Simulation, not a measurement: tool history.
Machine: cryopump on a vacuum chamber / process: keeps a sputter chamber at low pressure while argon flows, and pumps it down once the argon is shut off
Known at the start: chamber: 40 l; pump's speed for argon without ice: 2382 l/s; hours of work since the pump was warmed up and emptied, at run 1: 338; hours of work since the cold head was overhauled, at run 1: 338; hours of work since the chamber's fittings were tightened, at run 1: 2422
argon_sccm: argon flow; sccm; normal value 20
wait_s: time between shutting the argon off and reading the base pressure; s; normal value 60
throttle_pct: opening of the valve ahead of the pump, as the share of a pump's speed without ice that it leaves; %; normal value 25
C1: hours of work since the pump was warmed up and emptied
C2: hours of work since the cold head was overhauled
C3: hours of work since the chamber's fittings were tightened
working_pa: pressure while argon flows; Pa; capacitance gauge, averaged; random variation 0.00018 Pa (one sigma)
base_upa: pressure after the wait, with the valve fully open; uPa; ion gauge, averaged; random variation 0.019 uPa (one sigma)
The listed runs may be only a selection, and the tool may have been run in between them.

{"run": 1, "hour": 0.0, "argon_sccm": 20, "wait_s": 60, "throttle_pct": 25, "C1": 338, "C2": 338, "C3": 2422, "working_pa": 0.0579, "base_upa": 1.23}
{"run": 2, "hour": 27.7, "argon_sccm": 20, "wait_s": 60, "throttle_pct": 25, "C1": 354, "C2": 354, "C3": 2437, "working_pa": 0.058, "base_upa": 1.27}
{"run": 3, "hour": 54.2, "argon_sccm": 20, "wait_s": 60, "throttle_pct": 28, "C1": 368, "C2": 368, "C3": 2452, "working_pa": 0.0521, "base_upa": 1.28}
{"run": 4, "hour": 72.9, "argon_sccm": 20, "wait_s": 60, "throttle_pct": 28, "C1": 379, "C2": 379, "C3": 2462, "working_pa": 0.0518, "base_upa": 1.24}
{"run": 5, "hour": 85.5, "argon_sccm": 20, "wait_s": 60, "throttle_pct": 28, "C1": 386, "C2": 386, "C3": 2469, "working_pa": 0.0518, "base_upa": 1.27}
{"run": 6, "hour": 97.6, "argon_sccm": 20, "wait_s": 60, "throttle_pct": 25, "C1": 393, "C2": 393, "C3": 2476, "working_pa": 0.0582, "base_upa": 1.3}
{"run": 7, "hour": 109.9, "argon_sccm": 20, "wait_s": 60, "throttle_pct": 25, "C1": 399, "C2": 399, "C3": 2483, "working_pa": 0.0587, "base_upa": 1.27}
{"run": 8, "hour": 134.7, "argon_sccm": 20, "wait_s": 60, "throttle_pct": 25, "C1": 413, "C2": 413, "C3": 2497, "working_pa": 0.0581, "base_upa": 1.28}
{"run": 9, "hour": 157.1, "argon_sccm": 20, "wait_s": 60, "throttle_pct": 25, "C1": 426, "C2": 426, "C3": 2509, "working_pa": 0.0583, "base_upa": 1.26}
{"run": 10, "hour": 179.7, "argon_sccm": 20, "wait_s": 60, "throttle_pct": 25, "C1": 438, "C2": 438, "C3": 2522, "working_pa": 0.0584, "base_upa": 1.31}
{"run": 11, "hour": 199.9, "argon_sccm": 20, "wait_s": 50, "throttle_pct": 25, "C1": 449, "C2": 449, "C3": 2533, "working_pa": 0.0582, "base_upa": 1.46}
{"run": 12, "hour": 217.7, "argon_sccm": 20, "wait_s": 50, "throttle_pct": 25, "C1": 459, "C2": 459, "C3": 2543, "working_pa": 0.0589, "base_upa": 1.44}
{"run": 13, "hour": 230.7, "argon_sccm": 20, "wait_s": 60, "throttle_pct": 25, "C1": 467, "C2": 467, "C3": 2550, "working_pa": 0.0584, "base_upa": 1.33}
{"run": 14, "hour": 249.0, "argon_sccm": 20, "wait_s": 60, "throttle_pct": 49, "C1": 477, "C2": 477, "C3": 2560, "working_pa": 0.0305, "base_upa": 1.27}
{"run": 15, "hour": 276.6, "argon_sccm": 20, "wait_s": 60, "throttle_pct": 25, "C1": 492, "C2": 492, "C3": 2575, "working_pa": 0.0584, "base_upa": 1.3}
{"run": 16, "hour": 304.6, "argon_sccm": 20, "wait_s": 60, "throttle_pct": 25, "C1": 508, "C2": 508, "C3": 2591, "working_pa": 0.0583, "base_upa": 1.34}
{"run": 17, "hour": 319.9, "argon_sccm": 20, "wait_s": 60, "throttle_pct": 25, "C1": 516, "C2": 516, "C3": 2599, "working_pa": 0.0584, "base_upa": 1.3}
{"run": 18, "hour": 345.3, "argon_sccm": 8, "wait_s": 60, "throttle_pct": 25, "C1": 530, "C2": 530, "C3": 2614, "working_pa": 0.0234, "base_upa": 1.29}
{"run": 19, "hour": 365.1, "argon_sccm": 15, "wait_s": 60, "throttle_pct": 56, "C1": 541, "C2": 541, "C3": 2625, "working_pa": 0.0204, "base_upa": 1.31}
{"run": 20, "hour": 385.9, "argon_sccm": 30, "wait_s": 73, "throttle_pct": 25, "C1": 553, "C2": 553, "C3": 2636, "working_pa": 0.088, "base_upa": 1.2}
{"run": 21, "hour": 409.3, "argon_sccm": 36, "wait_s": 162, "throttle_pct": 58, "C1": 566, "C2": 566, "C3": 2649, "working_pa": 0.0477, "base_upa": 0.79}
{"run": 22, "hour": 435.8, "argon_sccm": 25, "wait_s": 23, "throttle_pct": 33, "C1": 581, "C2": 581, "C3": 2664, "working_pa": 0.0558, "base_upa": 2.66}
{"run": 23, "hour": 463.3, "argon_sccm": 25, "wait_s": 29, "throttle_pct": 23, "C1": 596, "C2": 596, "C3": 2679, "working_pa": 0.0797, "base_upa": 2.18}
{"run": 24, "hour": 476.0, "argon_sccm": 16, "wait_s": 181, "throttle_pct": 23, "C1": 603, "C2": 603, "C3": 2686, "working_pa": 0.0511, "base_upa": 0.73}
{"run": 25, "hour": 498.2, "argon_sccm": 16, "wait_s": 181, "throttle_pct": 23, "C1": 615, "C2": 615, "C3": 2699, "working_pa": 0.0513, "base_upa": 0.78}
{"run": 26, "hour": 516.0, "argon_sccm": 33, "wait_s": 162, "throttle_pct": 21, "C1": 625, "C2": 625, "C3": 2709, "working_pa": 0.1149, "base_upa": 0.83}
{"run": 27, "hour": 532.7, "argon_sccm": 33, "wait_s": 162, "throttle_pct": 21, "C1": 634, "C2": 634, "C3": 2718, "working_pa": 0.1151, "base_upa": 0.8}
{"run": 28, "hour": 548.5, "argon_sccm": 20, "wait_s": 60, "throttle_pct": 26, "C1": 643, "C2": 643, "C3": 2727, "working_pa": 0.0568, "base_upa": 1.33}
{"run": 29, "hour": 574.6, "argon_sccm": 23, "wait_s": 78, "throttle_pct": 46, "C1": 658, "C2": 658, "C3": 2741, "working_pa": 0.0381, "base_upa": 1.14}
{"run": 30, "hour": 589.3, "argon_sccm": 18, "wait_s": 60, "throttle_pct": 25, "C1": 666, "C2": 666, "C3": 2749, "working_pa": 0.053, "base_upa": 1.32}
{"run": 31, "hour": 601.9, "argon_sccm": 18, "wait_s": 60, "throttle_pct": 25, "C1": 673, "C2": 673, "C3": 2756, "working_pa": 0.0532, "base_upa": 1.32}
{"run": 32, "hour": 624.7, "argon_sccm": 9, "wait_s": 60, "throttle_pct": 25, "C1": 686, "C2": 686, "C3": 2769, "working_pa": 0.0264, "base_upa": 1.33}
{"run": 33, "hour": 647.5, "argon_sccm": 38, "wait_s": 218, "throttle_pct": 25, "C1": 698, "C2": 698, "C3": 2782, "working_pa": 0.1122, "base_upa": 0.73}
{"run": 34, "hour": 665.2, "argon_sccm": 38, "wait_s": 218, "throttle_pct": 25, "C1": 708, "C2": 708, "C3": 2791, "working_pa": 0.1124, "base_upa": 0.74}

Forecast each of these 3 alternatives for the next run:
{"run": "A", "hour": 688.9, "argon_sccm": 9, "wait_s": 163, "throttle_pct": 27, "C1": 721, "C2": 721, "C3": 2805, "working_pa": "?", "base_upa": "?"}
{"run": "B", "hour": 688.9, "argon_sccm": 12, "wait_s": 90, "throttle_pct": 44, "C1": 721, "C2": 721, "C3": 2805, "working_pa": "?", "base_upa": "?"}
{"run": "C", "hour": 688.9, "argon_sccm": 8, "wait_s": 29, "throttle_pct": 18, "C1": 721, "C2": 721, "C3": 2805, "working_pa": "?", "base_upa": "?"}

run=A working_pa=0.0246 base_upa=0.77
run=B working_pa=0.0209 base_upa=1.05
run=C working_pa=0.0326 base_upa=2.27
What these runs would have given with no unlogged condition in the tool:
run=A working_pa=0.0235 base_upa=0.41
run=B working_pa=0.0194 base_upa=0.69
run=C working_pa=0.0316 base_upa=1.91
